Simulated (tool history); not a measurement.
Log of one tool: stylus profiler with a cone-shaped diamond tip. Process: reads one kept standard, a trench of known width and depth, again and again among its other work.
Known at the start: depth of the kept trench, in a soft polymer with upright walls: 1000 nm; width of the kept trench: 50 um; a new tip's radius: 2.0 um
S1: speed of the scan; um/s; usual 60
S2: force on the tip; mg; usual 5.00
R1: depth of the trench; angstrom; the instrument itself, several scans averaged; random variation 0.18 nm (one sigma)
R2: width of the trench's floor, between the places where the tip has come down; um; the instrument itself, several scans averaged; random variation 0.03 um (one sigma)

| run | hour | S1 | S2 | R1 | R2 |
|---|---|---|---|---|---|
| 1 | 0.0 | 60 | 5.00 | 10252.0 | 43.63 |
| 2 | 60.3 | 60 | 5.00 | 10249.9 | 43.52 |
| 3 | 103.3 | 18 | 5.00 | 10252.5 | 43.64 |
| 4 | 148.3 | 60 | 2.25 | 10144.5 | 43.38 |
| 5 | 217.0 | 60 | 2.25 | 10143.2 | 43.31 |
| 6 | 263.1 | 60 | 2.25 | 10144.5 | 43.23 |
| 7 | 329.9 | 60 | 5.00 | 10260.9 | 46.28 |
| 8 | 375.5 | 60 | 5.00 | 10261.5 | 46.15 |
| 9 | 411.7 | 60 | 3.88 | 10222.1 | 46.07 |
| 10 | 477.3 | 60 | 3.88 | 10224.0 | 45.94 |
| 11 | 506.9 | 17 | 3.88 | 10226.4 | 45.99 |
| 12 | 574.4 | 17 | 3.88 | 10225.1 | 45.88 |
| 13 | 628.7 | 17 | 3.88 | 10222.1 | 45.75 |
| 14 | 672.0 | 17 | 3.88 | 10221.5 | 45.67 |
| 15 | 734.5 | 17 | 3.88 | 10222.1 | 45.50 |
| 16 | 774.7 | 66 | 2.10 | 10147.9 | 45.25 |
| 17 | 808.2 | 66 | 2.10 | 10146.6 | 45.27 |
| 18 | 856.5 | 16 | 14.12 | 10518.7 | 45.34 |
| 19 | 889.8 | 24 | 7.78 | 10348.2 | 45.30 |
| 20 | 925.7 | 60 | 10.10 | 10416.2 | 45.13 |
| 21 | 959.7 | 16 | 10.10 | 10416.3 | 45.14 |
| 22 | 994.8 | 212 | 10.10 | 10416.4 | 44.76 |
| 23 | 1063.0 | 48 | 3.09 | 10192.2 | 44.89 |
| 24 | 1116.7 | 188 | 2.49 | 10165.2 | 44.22 |
| 25 | 1159.1 | 28 | 5.00 | 10264.0 | 44.80 |
| 26 | 1213.9 | 205 | 2.69 | 10170.3 | 43.98 |
| 27 | 1250.1 | 205 | 2.69 | 10170.9 | 43.94 |
| 28 | 1286.6 | 15 | 2.66 | 10171.2 | 44.56 |
| 29 | 1330.3 | 63 | 10.82 | 10431.7 | 44.49 |
| 30 | 1392.9 | 63 | 10.82 | 10433.9 | 44.41 |

Taken out of this log: 1 entry between the listed runs. Where each belongs, and how the hidden state differs across it:
Between runs 6 and 7: new tip fitted, height scale calibrated (hour 310.2)
  radius of the tip, um: 5.86 -> 2.1; height scale over the true one, %: -0.068 -> 0.074
  measured less the result without the state, R1: -6.9 -> +7.5 angstrom; R2: -3.09 -> -0.12 um

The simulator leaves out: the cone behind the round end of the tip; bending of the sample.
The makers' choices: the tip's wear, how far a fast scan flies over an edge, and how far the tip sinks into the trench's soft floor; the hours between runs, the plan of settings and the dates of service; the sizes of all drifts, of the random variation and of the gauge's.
